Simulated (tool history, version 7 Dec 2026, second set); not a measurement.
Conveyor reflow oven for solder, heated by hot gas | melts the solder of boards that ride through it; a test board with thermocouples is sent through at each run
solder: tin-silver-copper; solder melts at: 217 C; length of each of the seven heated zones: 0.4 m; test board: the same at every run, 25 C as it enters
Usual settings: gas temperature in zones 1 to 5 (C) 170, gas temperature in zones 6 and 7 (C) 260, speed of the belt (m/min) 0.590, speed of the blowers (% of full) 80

run	day	gas temperature in zones 1 to 5 (C)	gas temperature in zones 6 and 7 (C)	speed of the belt (m/min)	speed of the blowers (% of full)	highest temperature of the board (C)	time above the solder's melting point (s)
1	0.000	170	260	0.590	80	252.40	63.1
2	1.117	170	260	0.590	80	252.47	63.0
3	2.188	170	260	0.590	80	252.52	62.8
4	3.204	170	266	0.590	80	258.00	66.3
5	4.146	170	266	0.590	80	258.01	66.2
# day 4.512: thermocouples of zones 6 and 7 changed
# day 4.967: flux residue cleaned out of gas plates and filters
6	5.696	170	266	0.590	80	256.93	65.8
7	7.179	170	266	0.590	80	256.97	65.8
8	8.104	170	271	0.590	80	261.68	68.3
9	9.042	166	260	0.590	80	250.81	60.6
10	10.450	169	260	0.540	80	252.83	69.8
11	11.225	169	260	0.540	80	252.81	69.9
12	11.879	169	260	0.540	80	252.78	69.8
13	12.917	175	260	0.540	80	253.23	72.5
14	14.208	175	260	0.540	80	253.28	72.2
15	15.412	175	260	0.540	80	253.29	72.1
# day 16.246: flux residue cleaned out of gas plates and filters
16	16.883	170	260	0.590	78	251.36	62.3

Forecast run 17:
17	17.958	164	272	0.529	81	?	?

highest temperature of the board (C): 264.66
time above the solder's melting point (s): 77.0
Without the tool's hidden state the same run would have given highest temperature of the board (C) 264.64, time above the solder's melting point (s) 75.9.

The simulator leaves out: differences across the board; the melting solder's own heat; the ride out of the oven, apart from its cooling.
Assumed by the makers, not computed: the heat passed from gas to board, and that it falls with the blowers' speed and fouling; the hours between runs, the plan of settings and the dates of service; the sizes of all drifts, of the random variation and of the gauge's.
